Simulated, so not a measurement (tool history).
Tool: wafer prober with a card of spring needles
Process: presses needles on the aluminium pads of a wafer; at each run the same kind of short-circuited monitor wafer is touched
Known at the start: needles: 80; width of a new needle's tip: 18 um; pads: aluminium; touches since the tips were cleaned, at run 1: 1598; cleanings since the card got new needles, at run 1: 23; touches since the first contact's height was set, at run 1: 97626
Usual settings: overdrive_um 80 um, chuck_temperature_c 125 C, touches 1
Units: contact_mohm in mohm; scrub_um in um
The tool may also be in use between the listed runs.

| run | hour | overdrive_um | chuck_temperature_c | touches | touches since the tips were cleaned | cleanings since the card got new needles | touches since the first contact's height was set | contact_mohm | scrub_um |
|---|---|---|---|---|---|---|---|---|---|
| 1 | 0.0 | 80 | 125 | 1 | 1598 | 23 | 97626 | 253 | 9.99 |
|  | 11.7 | tips cleaned on abrasive film |
| 2 | 14.2 | 62 | 125 | 1 | 469 | 24 | 100276 | 342 | 7.59 |
|  | 30.5 | tips cleaned on abrasive film |
| 3 | 33.5 | 84 | 125 | 1 | 574 | 25 | 103884 | 228 | 10.46 |
|  | 49.7 | tips cleaned on abrasive film |
|  | 52.0 | tips cleaned on abrasive film, once more |
| 4 | 57.5 | 84 | 125 | 1 | 1037 | 27 | 108347 | 234 | 10.50 |
|  | 70.7 | tips cleaned on abrasive film |
| 5 | 84.4 | 80 | 125 | 1 | 2588 | 28 | 113383 | 266 | 9.91 |
|  | 90.6 | tips cleaned on abrasive film |
| 6 | 99.0 | 80 | 125 | 1 | 1568 | 29 | 116096 | 253 | 9.97 |
|  | 110.4 | tips cleaned on abrasive film |
| 7 | 117.2 | 80 | 29 | 1 | 1267 | 30 | 119488 | 233 | 9.80 |
|  | 130.1 | tips cleaned on abrasive film |
| 8 | 141.8 | 80 | 29 | 1 | 2204 | 31 | 124102 | 254 | 9.99 |
|  | 150.0 | tips cleaned on abrasive film |
| 9 | 158.7 | 80 | 125 | 1 | 1627 | 32 | 127251 | 260 | 9.90 |
|  | 169.5 | tips cleaned on abrasive film |
| 10 | 181.9 | 80 | 58 | 1 | 2337 | 33 | 131589 | 259 | 9.97 |
|  | 188.3 | tips cleaned on abrasive film |
| 11 | 200.8 | 80 | 58 | 1 | 2341 | 34 | 135112 | 262 | 9.97 |
|  | 207.6 | tips cleaned on abrasive film |
| 12 | 215.3 | 75 | 52 | 2 | 1448 | 35 | 137822 | 229 | 9.14 |
|  | 227.9 | tips cleaned on abrasive film |
| 13 | 238.8 | 91 | 37 | 2 | 2046 | 36 | 142215 | 217 | 11.12 |
|  | 248.2 | tips cleaned on abrasive film |
| 14 | 262.0 | 91 | 37 | 2 | 2595 | 37 | 146551 | 223 | 11.15 |

Forecast run 15:
|  | 266.9 | tips cleaned on abrasive film |
| 15 | 284.6 | 91 | 37 | 2 | 3325 | 38 | 150777 | ? | ? |

{"run 15": {"contact_mohm": 227, "scrub_um": 11.2}}
Without the tool's hidden state the same run would have given contact_mohm 188 mohm, scrub_um 11.55 um.
